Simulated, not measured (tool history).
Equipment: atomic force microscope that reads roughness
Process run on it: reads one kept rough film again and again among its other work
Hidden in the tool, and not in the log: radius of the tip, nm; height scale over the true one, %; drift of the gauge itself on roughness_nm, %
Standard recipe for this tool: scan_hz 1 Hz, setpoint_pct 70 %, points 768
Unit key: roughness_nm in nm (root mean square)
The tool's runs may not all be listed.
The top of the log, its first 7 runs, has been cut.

run    day  scan_hz  setpoint_pct  points  pictures with this tip  hours of work since the height scale was calibrated  roughness_nm
  8  1.775        1            70     768                     160                                                   54         1.311
  9  2.096        1            70     768                     173                                                   58          1.32
 10  2.292        1            70     289                     181                                                   60         1.293
 11   2.55        1            70     289                     191                                                   63         1.294
 12  2.867        1            70     289                     203                                                   67         1.283
 13  3.062        1            73     768                     211                                                   69         1.288
     3.125  -- height scale calibrated on a step standard
 14  3.321        1            73     768                     220                                                    2         1.286
 15  3.525        1            73     768                     228                                                    5         1.268
 16   3.85        1            73     768                     241                                                    8         1.265
     3.992  -- height scale calibrated on a step standard, once more
 17  4.233        1            71     768                     254                                                    3         1.273
     4.475  -- new tip fitted
 18  4.529        1            71     768                       2                                                    6         1.404
 19  4.933      0.7            70     496                      18                                                   10         1.409
 20  5.338     0.73            56     551                      34                                                   15         1.409
 21  5.688      1.3            79     768                      48                                                   19         1.361
 22  5.875     0.84            77     299                      55                                                   21         1.357
 23  6.271     1.25            78     264                      71                                                   26         1.338
 24  6.529     1.25            78     264                      81                                                   29         1.336
 25    6.9     0.56            78     264                      96                                                   33         1.353
 26  7.292     2.98            78     427                     111                                                   37          1.27
 27  7.583        1            64     768                     123                                                   41         1.339
 28  7.817        1            74     768                     132                                                   43         1.328
 29  8.033        1            77     258                     140                                                   46         1.309
 30  8.217      3.6            77     489                     148                                                   48         1.252
 31  8.392      1.1            70     740                     155                                                   50         1.307

What does the tool deliver on the next run?
 32  8.575      1.1            70     740                     162                                                   52             ?

roughness_nm: 1.308 nm (root mean square)
Were there no unlogged condition in the tool, this run, its random variation unchanged, would have produced roughness_nm 1.409 nm (root mean square).
